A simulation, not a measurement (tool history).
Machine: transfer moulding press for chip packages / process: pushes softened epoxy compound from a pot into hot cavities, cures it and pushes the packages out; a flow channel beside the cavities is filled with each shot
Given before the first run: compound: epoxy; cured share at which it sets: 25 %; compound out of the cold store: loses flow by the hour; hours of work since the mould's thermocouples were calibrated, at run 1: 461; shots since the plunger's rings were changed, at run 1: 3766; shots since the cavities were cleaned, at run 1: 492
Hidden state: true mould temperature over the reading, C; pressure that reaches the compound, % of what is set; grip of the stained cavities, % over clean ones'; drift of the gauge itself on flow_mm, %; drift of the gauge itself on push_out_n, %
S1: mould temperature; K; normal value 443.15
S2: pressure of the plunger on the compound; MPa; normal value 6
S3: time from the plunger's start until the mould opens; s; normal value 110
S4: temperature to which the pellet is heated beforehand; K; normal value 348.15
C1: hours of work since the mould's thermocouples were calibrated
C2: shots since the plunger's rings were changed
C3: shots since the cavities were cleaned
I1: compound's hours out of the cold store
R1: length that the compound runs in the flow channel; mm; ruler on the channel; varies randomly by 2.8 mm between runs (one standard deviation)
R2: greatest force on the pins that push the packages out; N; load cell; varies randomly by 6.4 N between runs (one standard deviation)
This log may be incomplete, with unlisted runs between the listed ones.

run    hour      S1    S2   S3      S4   C1    C2   C3    I1   R1   R2
  1       0  443.15     6  110  348.15  461  3766  492  11.4  646  489
  2    43.2  443.15     6  110  348.15  486  4198  924  15.5  640  509
       50.4  -- cavities cleaned with cleaning compound and waxed
  3    83.1  443.15     6  110  348.15  508  4584  328  33.4  594  417
      145.9  -- cavities cleaned with cleaning compound and waxed
  4   146.5  443.15     6  110  348.15  544  5203    5  43.4  569  246
  5   210.5  443.15     6  110  348.15  581  5844  646   8.9  652  519
      217.2  -- plunger's sealing rings changed
      246.6  -- cavities cleaned with cleaning compound and waxed
  6   273.8  443.15     6  110  348.15  615   552  273  27.2  630  433
  7   331.7  443.15     6  122  348.15  649  1132  853  20.7  639  475
      346.4  -- cavities cleaned with cleaning compound and waxed
  8   406.7  443.15     6  110  348.15  692  1869  605  30.3  610  495
      446.1  -- cavities cleaned with cleaning compound and waxed
  9   448.1  443.15     6  110  348.15  715  2268   20  14.9  651  283
      455.3  -- mould's thermocouples calibrated
 10   523.6  443.15     6  110  348.15   40  3005  757  10.7  659  511
      544.9  -- cavities cleaned with cleaning compound and waxed
 11   592.5  443.15     6  110  348.15   79  3679  476  29.5  611  475
 12   624.6  443.15     6  110  348.15   97  4001  798    30  605  509
      646.5  -- cavities cleaned with cleaning compound and waxed
 13   686.5  439.15     6  110  348.15  132  4606  401  16.4  650  584
      746.1  -- cavities cleaned with cleaning compound and waxed
      754.5  -- mould's thermocouples calibrated, once more
 14   754.5  439.15     6  110  348.15    0  5253   65  43.1  576  363
 15   792.7  439.15  4.94  110  348.15   22  5635  447  40.6  524  527
        819  -- plunger's sealing rings changed
      846.5  -- cavities cleaned with cleaning compound and waxed
 16   851.9  447.15  4.94  147  348.15   54   314   53  45.9  517  269
 17     909  443.15   5.4   93  348.15   87   886  625  20.6  611  623
        942  -- cavities cleaned with cleaning compound and waxed
 18   980.8  443.15     6   97  348.15  128  1591  388  33.3  607  512
 19    1028  443.15     6  101  348.15  155  2064  861  42.9  581  559
     1039.2  -- cavities cleaned with cleaning compound and waxed
 20  1061.5  450.15   5.2  101  349.15  174  2384  223   9.4  593  358
 21  1129.4  450.15   5.2  101  340.15  213  3065  904  44.2  516  466
     1136.6  -- cavities cleaned with cleaning compound and waxed
 22  1176.7  444.15  6.81  110  348.15  239  3523  402  37.4  622  436
 23  1228.5  444.15  6.81  110  348.15  269  4042  921  19.2  666  496
     1236.6  -- cavities cleaned with cleaning compound and waxed
 24  1300.5  444.15  6.81  110  348.15  310  4748  640  37.6  614  486
     1335.3  -- cavities cleaned with cleaning compound and waxed
 25  1338.2  444.15  6.81  110  348.15  331  5111   30  21.5  658  283
 26  1405.4  449.15     6  110  348.15  370  5784  703  40.8  556  437
     1416.8  -- plunger's sealing rings changed
     1434.5  -- cavities cleaned with cleaning compound and waxed
 27  1453.4  443.15     6  110  357.15  396   352  189  15.4  656  402

Below are 4 alternative next runs, each starting from the tool's condition after run 27. Predict each:
  A  1486.2  449.15     6  131  356.15  415  680  517  25.1   ?   ?
  B  1486.2  441.15     6  121  352.15  415  680  517  14.2   ?   ?
  C  1486.2  450.15     6  113  357.15  415  680  517   9.6   ?   ?
  D  1486.2  443.15  6.33  110  348.15  415  680  517   9.4   ?   ?

run   R1   R2
  A  613  425
  B  665  481
  C  644  415
  D  686  491
Without the tool's hidden state the same runs would have given:
run   R1   R2
  A  616  231
  B  668  256
  C  647  225
  D  689  254
